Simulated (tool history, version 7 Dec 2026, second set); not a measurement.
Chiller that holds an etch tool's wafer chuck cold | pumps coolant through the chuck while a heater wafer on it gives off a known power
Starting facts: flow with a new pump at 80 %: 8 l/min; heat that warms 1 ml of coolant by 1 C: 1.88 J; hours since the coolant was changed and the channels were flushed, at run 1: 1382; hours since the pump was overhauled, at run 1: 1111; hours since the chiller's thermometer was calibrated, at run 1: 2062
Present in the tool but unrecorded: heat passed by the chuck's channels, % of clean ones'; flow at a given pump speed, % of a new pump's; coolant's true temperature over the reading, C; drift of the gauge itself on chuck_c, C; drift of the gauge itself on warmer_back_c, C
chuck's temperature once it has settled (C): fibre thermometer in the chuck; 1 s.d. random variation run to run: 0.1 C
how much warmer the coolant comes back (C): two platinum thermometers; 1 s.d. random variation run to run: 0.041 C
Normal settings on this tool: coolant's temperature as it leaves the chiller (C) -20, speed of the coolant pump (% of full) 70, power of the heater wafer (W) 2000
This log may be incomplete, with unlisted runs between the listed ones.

run,day,coolant's temperature as it leaves the chiller (C),speed of the coolant pump (% of full),power of the heater wafer (W),hours since the coolant was changed and the channels were flushed,hours since the pump was overhauled,hours since the chiller's thermometer was calibrated,chuck's temperature once it has settled (C),how much warmer the coolant comes back (C)
1,0.000,-20,70,2000,1382,1111,2062,-3.7,9.26
2,1.338,-20,70,2000,1414,1143,2094,-3.6,9.12
3,2.583,-20,70,2000,1444,1173,2124,-3.8,9.18
4,3.750,-20,70,2000,1472,1201,2152,-3.7,9.14
5,5.138,-20,70,2000,1506,1234,2185,-3.7,9.20
6,6.471,-20,70,2000,1538,1266,2217,-3.7,9.13
7,7.504,-16,70,2000,1562,1291,2242,0.4,9.10
8,8.767,-20,70,1566,1593,1321,2272,-7.2,7.15
9,10.117,-20,70,1420,1625,1353,2305,-8.3,6.49
10,11.442,-20,73,2000,1657,1385,2336,-4.2,8.66
11,12.488,-20,73,2000,1682,1410,2361,-4.2,8.65
12,13.179,-20,70,2000,1699,1427,2378,-3.7,9.11
13,14.250,-20,70,2000,1724,1453,2404,-3.7,9.04
14,15.492,-20,90,1412,1754,1482,2434,-10.6,4.80
15,16.321,-20,90,1412,1774,1502,2453,-10.7,4.93
16,17.017,-20,90,1412,1791,1519,2470,-10.8,4.86
17,17.896,-21,82,1243,1812,1540,2491,-12.2,4.62
18,19.050,-13,70,2438,1840,1568,2519,7.0,11.01
19,19.700,-13,70,2438,1855,1583,2535,7.0,10.92
20,20.525,-17,95,2606,1875,1603,2554,-0.6,8.62
21,21.404,-25,69,2396,1896,1624,2575,-5.3,11.04
22,22.712,-25,69,2259,1927,1656,2607,-6.1,10.36
23,23.812,-20,64,1195,1954,1682,2633,-9.5,5.83
24,24.521,-20,64,1195,1971,1699,2650,-9.5,5.81
25,25.583,-22,70,2000,1996,1725,2676,-5.7,8.96
26,26.933,-22,70,2000,2029,1757,2708,-5.8,8.93

Predict each of these 5 candidate next runs independently; none follows another, all start after run 26:
A,28.258,-11,70,2000,2060,1789,2740,?,?
B,28.258,-30,77,1775,2060,1789,2740,?,?
C,28.258,-23,76,1930,2060,1789,2740,?,?
D,28.258,-16,94,1052,2060,1789,2740,?,?
E,28.258,-14,89,2772,2060,1789,2740,?,?

run,chuck's temperature once it has settled (C),how much warmer the coolant comes back (C)
A,5.2,8.98
B,-16.5,7.15
C,-8.3,7.85
D,-9.1,3.28
E,4.5,9.65
Stripped of hidden state, with their random variation kept, the same runs would have yielded:
run,chuck's temperature once it has settled (C),how much warmer the coolant comes back (C)
A,5.2,9.22
B,-16.5,7.39
C,-8.3,8.09
D,-9.1,3.52
E,4.4,9.89
